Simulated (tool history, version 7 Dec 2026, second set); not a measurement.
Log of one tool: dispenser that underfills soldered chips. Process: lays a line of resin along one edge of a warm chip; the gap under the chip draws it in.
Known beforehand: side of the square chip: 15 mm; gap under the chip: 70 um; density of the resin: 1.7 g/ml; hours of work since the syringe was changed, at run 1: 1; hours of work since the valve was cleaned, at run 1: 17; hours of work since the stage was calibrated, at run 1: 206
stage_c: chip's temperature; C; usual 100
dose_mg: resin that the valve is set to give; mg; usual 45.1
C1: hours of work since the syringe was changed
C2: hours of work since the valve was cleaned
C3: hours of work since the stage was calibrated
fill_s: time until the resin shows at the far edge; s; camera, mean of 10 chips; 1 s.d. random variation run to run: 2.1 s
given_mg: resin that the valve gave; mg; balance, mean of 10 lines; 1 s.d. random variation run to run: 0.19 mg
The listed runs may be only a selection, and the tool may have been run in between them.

{"run": 1, "day": 0.0, "stage_c": 100, "dose_mg": 45.1, "C1": 1, "C2": 17, "C3": 206, "fill_s": 211.9, "given_mg": 44.92}
{"run": 2, "day": 0.371, "stage_c": 100, "dose_mg": 45.5, "C1": 6, "C2": 23, "C3": 212, "fill_s": 275.1, "given_mg": 44.56}
{"day": 0.696, "done": "new syringe of resin"}
{"run": 3, "day": 0.875, "stage_c": 100, "dose_mg": 45.1, "C1": 3, "C2": 30, "C3": 219, "fill_s": 240.8, "given_mg": 44.66}
{"run": 4, "day": 1.308, "stage_c": 100, "dose_mg": 45.1, "C1": 9, "C2": 37, "C3": 226, "fill_s": 323.1, "given_mg": 44.48}
{"day": 1.45, "done": "new syringe of resin"}
{"run": 5, "day": 1.554, "stage_c": 100, "dose_mg": 45.1, "C1": 2, "C2": 40, "C3": 229, "fill_s": 225.2, "given_mg": 44.18}
{"run": 6, "day": 2.033, "stage_c": 100, "dose_mg": 45.1, "C1": 9, "C2": 47, "C3": 236, "fill_s": 310.7, "given_mg": 44}
{"day": 2.208, "done": "new syringe of resin"}
{"run": 7, "day": 2.304, "stage_c": 100, "dose_mg": 56.5, "C1": 1, "C2": 51, "C3": 240, "fill_s": 216.4, "given_mg": 54.97}
{"run": 8, "day": 2.825, "stage_c": 90, "dose_mg": 45.1, "C1": 9, "C2": 59, "C3": 248, "fill_s": 431.7, "given_mg": 43.66}
{"day": 2.946, "done": "dispensing valve cleaned and set on the balance"}
{"day": 3.008, "done": "new syringe of resin"}
{"run": 9, "day": 3.3, "stage_c": 90, "dose_mg": 45.1, "C1": 4, "C2": 5, "C3": 254, "fill_s": 334.4, "given_mg": 45.31}
{"run": 10, "day": 3.546, "stage_c": 90, "dose_mg": 45.1, "C1": 8, "C2": 9, "C3": 258, "fill_s": 397.9, "given_mg": 44.88}
{"day": 3.762, "done": "new syringe of resin"}
{"run": 11, "day": 3.854, "stage_c": 90, "dose_mg": 45.1, "C1": 1, "C2": 13, "C3": 262, "fill_s": 292.7, "given_mg": 45.02}
{"run": 12, "day": 4.179, "stage_c": 90, "dose_mg": 45.1, "C1": 6, "C2": 18, "C3": 267, "fill_s": 366.4, "given_mg": 44.79}
{"day": 4.521, "done": "new syringe of resin"}
{"run": 13, "day": 4.7, "stage_c": 105, "dose_mg": 48.2, "C1": 3, "C2": 26, "C3": 275, "fill_s": 205.4, "given_mg": 47.47}
{"run": 14, "day": 5.2, "stage_c": 105, "dose_mg": 48.2, "C1": 10, "C2": 33, "C3": 283, "fill_s": 291.9, "given_mg": 47.5}
{"day": 5.283, "done": "new syringe of resin"}
{"run": 15, "day": 5.583, "stage_c": 94, "dose_mg": 44.5, "C1": 5, "C2": 39, "C3": 288, "fill_s": 297.8, "given_mg": 43.6}
{"run": 16, "day": 5.883, "stage_c": 92, "dose_mg": 46, "C1": 9, "C2": 43, "C3": 293, "fill_s": 384.1, "given_mg": 45.08}
{"day": 6.033, "done": "new syringe of resin"}
{"run": 17, "day": 6.417, "stage_c": 92, "dose_mg": 46, "C1": 6, "C2": 51, "C3": 301, "fill_s": 331.8, "given_mg": 44.63}
{"day": 6.771, "done": "new syringe of resin"}
{"run": 18, "day": 6.933, "stage_c": 107, "dose_mg": 45.3, "C1": 2, "C2": 59, "C3": 308, "fill_s": 191.6, "given_mg": 43.77}
{"day": 7.075, "done": "dispensing valve cleaned and set on the balance"}
{"run": 19, "day": 7.325, "stage_c": 109, "dose_mg": 50.4, "C1": 8, "C2": 4, "C3": 313, "fill_s": 230.5, "given_mg": 50.32}

Predict each of these 5 candidate next runs independently; none follows another, all start after run 19:
{"day": 7.562, "done": "new syringe of resin"}
{"run": "A", "day": 7.821, "stage_c": 95, "dose_mg": 39.1, "C1": 4, "C2": 11, "C3": 321, "fill_s": "?", "given_mg": "?"}
{"day": 7.562, "done": "new syringe of resin"}
{"run": "B", "day": 7.821, "stage_c": 96, "dose_mg": 46.6, "C1": 4, "C2": 11, "C3": 321, "fill_s": "?", "given_mg": "?"}
{"day": 7.562, "done": "new syringe of resin"}
{"run": "C", "day": 7.821, "stage_c": 98, "dose_mg": 42.8, "C1": 4, "C2": 11, "C3": 321, "fill_s": "?", "given_mg": "?"}
{"day": 7.562, "done": "new syringe of resin"}
{"run": "D", "day": 7.821, "stage_c": 93, "dose_mg": 57.2, "C1": 4, "C2": 11, "C3": 321, "fill_s": "?", "given_mg": "?"}
{"day": 7.562, "done": "new syringe of resin"}
{"run": "E", "day": 7.821, "stage_c": 90, "dose_mg": 53.8, "C1": 4, "C2": 11, "C3": 321, "fill_s": "?", "given_mg": "?"}

run=A fill_s=287.6 given_mg=38.63
run=B fill_s=276 given_mg=45.99
run=C fill_s=257.1 given_mg=42.2
run=D fill_s=296.3 given_mg=56.51
run=E fill_s=321.2 given_mg=53.14
Had the tool no hidden state, the same runs would have come out as:
run=A fill_s=249 given_mg=39.01
run=B fill_s=239.1 given_mg=46.45
run=C fill_s=222.6 given_mg=42.62
run=D fill_s=257.2 given_mg=57.07
run=E fill_s=278.8 given_mg=53.67
